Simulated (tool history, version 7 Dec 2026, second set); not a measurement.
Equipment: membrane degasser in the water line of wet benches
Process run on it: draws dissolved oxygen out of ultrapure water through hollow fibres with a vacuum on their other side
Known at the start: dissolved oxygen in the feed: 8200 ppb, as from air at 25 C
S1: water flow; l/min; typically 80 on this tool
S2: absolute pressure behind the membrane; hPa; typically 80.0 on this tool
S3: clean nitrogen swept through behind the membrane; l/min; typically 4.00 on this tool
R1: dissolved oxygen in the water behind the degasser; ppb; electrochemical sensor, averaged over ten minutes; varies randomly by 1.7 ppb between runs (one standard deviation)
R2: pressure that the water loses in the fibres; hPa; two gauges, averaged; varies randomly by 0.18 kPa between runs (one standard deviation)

run,hour,S1,S2,S3,R1,R2
1,0.0,80,80.0,4.00,231.7,376.5
2,141.4,52,80.0,4.00,150.7,245.4
3,276.3,52,80.0,4.00,148.7,241.4
4,384.9,57,80.0,4.00,166.3,268.9
5,632.7,80,80.0,4.00,233.4,380.5
6,759.4,80,80.0,4.00,228.5,379.1
7,952.9,80,80.0,4.00,230.4,379.8
8,1100.8,50,80.0,4.00,145.2,236.9
9,1271.6,50,80.0,4.00,144.2,237.9
10,1510.1,80,80.0,4.00,232.8,381.8
11,1715.0,80,80.0,4.00,233.3,378.8
12,1871.7,80,80.0,4.00,233.9,381.3
13,2022.8,76,156.0,3.17,634.1,364.0
14,2232.6,65,86.5,6.95,132.8,311.5
15,2363.3,74,94.0,6.72,177.5,354.5
16,2516.9,80,119.4,4.00,394.6,382.7
17,2662.2,76,80.0,9.98,107.0,363.0
18,2866.0,76,80.0,9.98,107.3,363.6
19,3023.4,80,105.1,2.33,521.4,383.2
# hour 3120.1: vacuum gauge calibrated
20,3265.5,80,146.3,11.64,202.5,385.9
21,3502.7,93,146.3,4.40,538.4,450.0
22,3605.8,66,80.0,4.00,189.1,317.8
23,3790.5,66,80.0,4.00,188.2,315.3

Forecast each of these 4 alternatives for the next run:
A,4027.1,80,138.7,3.60,?,?
B,4027.1,66,109.8,4.00,?,?
C,4027.1,77,80.0,4.00,?,?
D,4027.1,66,74.1,4.00,?,?

run,R1,R2
A,518.2,383.4
B,294.2,318.8
C,224.8,369.5
D,170.7,319.0
Had the tool no hidden state, the same runs would have come out as:
run,R1,R2
A,507.8,356.5
B,287.0,296.6
C,215.3,343.6
D,163.7,296.7

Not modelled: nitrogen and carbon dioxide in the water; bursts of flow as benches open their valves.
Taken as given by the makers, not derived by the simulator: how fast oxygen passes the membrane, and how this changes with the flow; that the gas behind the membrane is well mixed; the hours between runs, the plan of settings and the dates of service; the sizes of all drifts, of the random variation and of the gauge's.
